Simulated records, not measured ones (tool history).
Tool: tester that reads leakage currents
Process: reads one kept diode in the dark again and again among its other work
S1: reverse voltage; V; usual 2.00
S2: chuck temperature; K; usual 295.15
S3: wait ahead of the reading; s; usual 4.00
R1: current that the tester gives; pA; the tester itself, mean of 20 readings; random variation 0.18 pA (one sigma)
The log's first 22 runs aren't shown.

| run | hour | S1 | S2 | S3 | R1 |
|---|---|---|---|---|---|
| 23 | 2775.8 | 2.00 | 295.15 | 0.68 | 53.50 |
| 24 | 2938.5 | 3.32 | 299.15 | 4.00 | 94.24 |
|  | 2972.2 | chuck's temperature calibrated |
| 25 | 3053.2 | 3.32 | 299.15 | 4.00 | 104.71 |
| 26 | 3151.2 | 2.00 | 302.15 | 4.00 | 104.69 |
| 27 | 3284.3 | 2.00 | 302.15 | 4.00 | 103.99 |
| 28 | 3394.5 | 19.24 | 322.15 | 4.00 | 1412.97 |
| 29 | 3515.8 | 1.05 | 308.15 | 1.61 | 122.35 |
| 30 | 3651.2 | 1.05 | 300.15 | 1.61 | 63.91 |
| 31 | 3779.3 | 7.30 | 300.15 | 3.17 | 163.60 |
| 32 | 3850.9 | 7.30 | 300.15 | 3.17 | 163.29 |
| 33 | 3932.0 | 7.30 | 300.15 | 3.17 | 162.05 |
| 34 | 4070.7 | 4.53 | 310.15 | 1.60 | 281.21 |

The next listed run, before its measurement:
| 35 | 4162.3 | 2.00 | 295.15 | 4.86 | ? |

Run 35 gave R1 56.87 pA.
Without the tool's hidden state the same run would have given R1 57.98 pA.
